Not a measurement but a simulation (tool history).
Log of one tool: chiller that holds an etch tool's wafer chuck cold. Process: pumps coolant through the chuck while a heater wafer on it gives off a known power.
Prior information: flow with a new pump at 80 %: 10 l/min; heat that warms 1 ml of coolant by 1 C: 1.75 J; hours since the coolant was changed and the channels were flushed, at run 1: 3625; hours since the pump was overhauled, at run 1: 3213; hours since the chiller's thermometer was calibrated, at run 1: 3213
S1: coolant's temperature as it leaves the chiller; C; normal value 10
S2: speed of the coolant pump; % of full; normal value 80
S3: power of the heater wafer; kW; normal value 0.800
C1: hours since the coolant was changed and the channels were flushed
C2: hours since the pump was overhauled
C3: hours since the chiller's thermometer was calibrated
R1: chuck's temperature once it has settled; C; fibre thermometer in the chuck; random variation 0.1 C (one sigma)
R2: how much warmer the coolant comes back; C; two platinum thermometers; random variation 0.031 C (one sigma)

Run 1, day 0.000: usual settings; C1 3625; C2 3213; C3 3213. Result: R1 19.1 C, R2 2.87 C.
Run 2, day 4.650: usual settings; C1 3736; C2 3324; C3 3324. Result: R1 19.0 C, R2 2.91 C.
Run 3, day 9.171: usual settings; C1 3845; C2 3433; C3 3433. Result: R1 19.2 C, R2 2.90 C.
Run 4, day 12.854: usual settings but S1 3 C; C1 3933; C2 3521; C3 3521. Result: R1 12.1 C, R2 2.90 C.
Run 5, day 18.246: usual settings but S1 3 C; C1 4062; C2 3651; C3 3651. Result: R1 12.3 C, R2 2.93 C.
Run 6, day 23.333: usual settings but S1 3 C; C1 4185; C2 3773; C3 3773. Result: R1 12.4 C, R2 2.90 C.
Run 7, day 26.550: usual settings but S1 19 C; C1 4262; C2 3850; C3 3850. Result: R1 28.3 C, R2 2.91 C.
Run 8, day 29.625: usual settings; C1 4336; C2 3924; C3 3924. Result: R1 19.3 C, R2 2.93 C.
Run 9, day 35.379: usual settings but S3 0.612 kW; C1 4474; C2 4062; C3 4062. Result: R1 17.3 C, R2 2.22 C.
Run 10, day 41.125: usual settings but S3 0.612 kW; C1 4612; C2 4200; C3 4200. Result: R1 17.3 C, R2 2.20 C.
At day 41.871: coolant pump overhauled.
Run 11, day 44.233: usual settings but S3 0.646 kW; C1 4681; C2 57; C3 4269. Result: R1 18.0 C, R2 2.40 C.
Run 12, day 47.367: usual settings; C1 4756; C2 132; C3 4345. Result: R1 19.7 C, R2 3.03 C.
Run 13, day 51.046: usual settings; C1 4845; C2 220; C3 4433. Result: R1 19.8 C, R2 2.99 C.
Run 14, day 55.171: usual settings; C1 4944; C2 319; C3 4532. Result: R1 19.7 C, R2 3.00 C.
At day 56.288: coolant pump overhauled, once more.
Run 15, day 60.754: usual settings but S3 1.109 kW; C1 5073; C2 107; C3 4661. Result: R1 22.3 C, R2 3.76 C.
Run 16, day 65.904: usual settings; C1 5196; C2 231; C3 4784. Result: R1 19.3 C, R2 2.73 C.
Run 17, day 69.312: usual settings but S1 1 C; C1 5278; C2 313; C3 4866. Result: R1 10.2 C, R2 2.75 C.
Run 18, day 72.096: usual settings but S1 1 C; C1 5345; C2 379; C3 4933. Result: R1 10.3 C, R2 2.77 C.
Run 19, day 77.788: usual settings but S1 9 C; C1 5481; C2 516; C3 5070. Result: R1 18.5 C, R2 2.75 C.
At day 80.575: coolant changed, channels flushed.
Run 20, day 83.067: usual settings but S1 1 C; C1 60; C2 637; C3 5190. Result: R1 9.4 C, R2 2.73 C.
Run 21, day 86.329: usual settings but S1 15 C, S2 76 % of full, S3 0.428 kW; C1 138; C2 715; C3 5269. Result: R1 20.2 C, R2 1.53 C.
Run 22, day 89.942: usual settings but S2 92 % of full; C1 225; C2 802; C3 5355. Result: R1 17.4 C, R2 2.40 C.
Run 23, day 93.029: usual settings but S1 9 C, S2 92 % of full; C1 299; C2 876; C3 5430. Result: R1 16.6 C, R2 2.44 C.
Run 24, day 95.971: usual settings but S1 12 C, S2 92 % of full, S3 0.433 kW; C1 370; C2 946; C3 5500. Result: R1 16.4 C, R2 1.30 C.
Run 25, day 101.238: usual settings but S1 18 C, S3 0.739 kW; C1 496; C2 1073; C3 5626. Result: R1 26.0 C, R2 2.54 C.
At day 102.917: chiller's thermometer calibrated.
Run 26, day 106.300: usual settings but S1 11 C, S2 68 % of full, S3 0.429 kW; C1 616; C2 1193; C3 81. Result: R1 15.8 C, R2 1.73 C.
Run 27, day 110.704: usual settings but S1 4 C; C1 722; C2 1299; C3 187. Result: R1 11.7 C, R2 2.78 C.
Run 28, day 113.792: usual settings but S1 4 C, S2 67 % of full, S3 1.019 kW; C1 796; C2 1373; C3 261. Result: R1 15.8 C, R2 4.27 C.
Run 29, day 119.167: usual settings but S1 14 C, S3 0.486 kW; C1 925; C2 1502; C3 390. Result: R1 18.9 C, R2 1.71 C.
Run 30, day 124.054: usual settings but S1 3 C, S2 81 % of full, S3 1.043 kW; C1 1042; C2 1619; C3 507. Result: R1 13.3 C, R2 3.59 C.
Run 31, day 130.400: usual settings but S1 2 C, S2 85 % of full, S3 0.455 kW; C1 1195; C2 1772; C3 660. Result: R1 6.2 C, R2 1.49 C.
Run 32, day 133.904: usual settings but S1 1 C, S2 62 % of full, S3 0.455 kW; C1 1279; C2 1856; C3 744. Result: R1 6.9 C, R2 2.11 C.
Run 33, day 137.683: usual settings but S1 1 C, S2 62 % of full, S3 0.455 kW; C1 1370; C2 1947; C3 834. Result: R1 6.8 C, R2 1.99 C.

Across each entry between runs, compare the hidden state at the last listed run before it with the hidden state at the first listed run after it:
Runs 10 to 11: coolant pump overhauled (day 41.871)
  heat passed by the chuck's channels, % of clean ones': 87.1 -> 86.9; flow at a given pump speed, % of a new pump's: 94.1 -> 92.6; coolant's true temperature over the reading, C: 0.62 -> 0.63
  measured minus no-state result, R1: +1.7 -> +1.9 C; R2: +0.13 -> +0.18 C
Runs 14 to 15: coolant pump overhauled, once more (day 56.288)
  heat passed by the chuck's channels, % of clean ones': 86.1 -> 85.8; flow at a given pump speed, % of a new pump's: 92.2 -> 100.2; coolant's true temperature over the reading, C: 0.67 -> 0.69
  measured minus no-state result, R1: +2.2 -> +2.1 C; R2: +0.23 -> +0.00 C
Runs 19 to 20: coolant changed, channels flushed (day 80.575)
  heat passed by the chuck's channels, % of clean ones': 84.6 -> 99.8; flow at a given pump speed, % of a new pump's: 99.6 -> 99.4; coolant's true temperature over the reading, C: 0.75 -> 0.76
  measured minus no-state result, R1: +1.9 -> +0.8 C; R2: +0.01 -> +0.02 C
Runs 25 to 26: chiller's thermometer calibrated (day 102.917)
  heat passed by the chuck's channels, % of clean ones': 98.6 -> 98.3; flow at a given pump speed, % of a new pump's: 98.7 -> 98.6; coolant's true temperature over the reading, C: 0.82 -> -0.01
  measured minus no-state result, R1: +1.0 -> +0.1 C; R2: +0.03 -> +0.03 C

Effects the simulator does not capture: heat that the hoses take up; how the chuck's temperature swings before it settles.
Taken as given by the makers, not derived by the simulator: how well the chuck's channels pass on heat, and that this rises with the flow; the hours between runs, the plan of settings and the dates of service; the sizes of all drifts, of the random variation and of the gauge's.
